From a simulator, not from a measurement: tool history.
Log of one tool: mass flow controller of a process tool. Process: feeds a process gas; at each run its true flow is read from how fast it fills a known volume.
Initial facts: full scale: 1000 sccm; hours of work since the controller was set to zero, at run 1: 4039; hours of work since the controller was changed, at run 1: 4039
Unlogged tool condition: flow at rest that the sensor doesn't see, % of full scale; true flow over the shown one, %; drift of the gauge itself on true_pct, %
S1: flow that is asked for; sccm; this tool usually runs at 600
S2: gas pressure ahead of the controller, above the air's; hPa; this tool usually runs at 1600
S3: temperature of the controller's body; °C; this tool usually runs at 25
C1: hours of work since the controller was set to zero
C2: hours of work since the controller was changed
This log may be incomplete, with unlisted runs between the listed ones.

{"run": 1, "day": 0.0, "S1": 600, "S2": 1600, "S3": 25, "C1": 4039, "C2": 4039, "true flow (%)": 99.48}
{"run": 2, "day": 21.4, "S1": 600, "S2": 1600, "S3": 25, "C1": 4197, "C2": 4197, "true flow (%)": 99.66}
{"run": 3, "day": 30.571, "S1": 600, "S2": 1600, "S3": 25, "C1": 4265, "C2": 4265, "true flow (%)": 99.65}
{"run": 4, "day": 50.788, "S1": 600, "S2": 1600, "S3": 25, "C1": 4414, "C2": 4414, "true flow (%)": 99.92}
{"run": 5, "day": 61.917, "S1": 600, "S2": 1600, "S3": 25, "C1": 4496, "C2": 4496, "true flow (%)": 100.02}
{"run": 6, "day": 80.375, "S1": 600, "S2": 1600, "S3": 25, "C1": 4633, "C2": 4633, "true flow (%)": 100.16}
{"run": 7, "day": 96.517, "S1": 600, "S2": 1600, "S3": 25, "C1": 4752, "C2": 4752, "true flow (%)": 100.33}
{"run": 8, "day": 111.771, "S1": 600, "S2": 1600, "S3": 25, "C1": 4864, "C2": 4864, "true flow (%)": 100.45}
{"day": 120.542, "done": "controller's zero set anew"}
{"run": 9, "day": 131.104, "S1": 703, "S2": 1660, "S3": 20, "C1": 78, "C2": 5007, "true flow (%)": 100.42}
{"run": 10, "day": 151.908, "S1": 600, "S2": 2160, "S3": 23, "C1": 232, "C2": 5160, "true flow (%)": 100.83}
{"run": 11, "day": 164.762, "S1": 246, "S2": 2160, "S3": 39, "C1": 326, "C2": 5255, "true flow (%)": 101.94}
{"run": 12, "day": 181.496, "S1": 229, "S2": 1910, "S3": 37, "C1": 450, "C2": 5379, "true flow (%)": 101.86}
{"run": 13, "day": 192.258, "S1": 229, "S2": 1910, "S3": 37, "C1": 529, "C2": 5458, "true flow (%)": 101.92}
{"run": 14, "day": 201.85, "S1": 600, "S2": 2540, "S3": 25, "C1": 600, "C2": 5529, "true flow (%)": 101.65}
{"run": 15, "day": 215.571, "S1": 128, "S2": 2540, "S3": 25, "C1": 701, "C2": 5630, "true flow (%)": 101.28}
{"day": 229.517, "done": "gauge calibrated"}
{"run": 16, "day": 229.517, "S1": 128, "S2": 2630, "S3": 25, "C1": 804, "C2": 5733, "true flow (%)": 99.34}

Alternative continuations, all from the tool just after run 16; predict every row:
{"run": "A", "day": 241.221, "S1": 115, "S2": 2630, "S3": 25, "C1": 891, "C2": 5820, "true flow (%)": "?"}
{"run": "B", "day": 241.221, "S1": 322, "S2": 1600, "S3": 27, "C1": 891, "C2": 5820, "true flow (%)": "?"}
{"run": "C", "day": 241.221, "S1": 256, "S2": 2630, "S3": 30, "C1": 891, "C2": 5820, "true flow (%)": "?"}
{"run": "D", "day": 241.221, "S1": 600, "S2": 1570, "S3": 25, "C1": 891, "C2": 5820, "true flow (%)": "?"}

run=A true_flow_(%)=99.5
run=B true_flow_(%)=99.47
run=C true_flow_(%)=99.97
run=D true_flow_(%)=99.5
Without the tool's hidden state the same runs would have given:
run=A true_flow_(%)=99.39
run=B true_flow_(%)=99.36
run=C true_flow_(%)=99.85
run=D true_flow_(%)=99.39
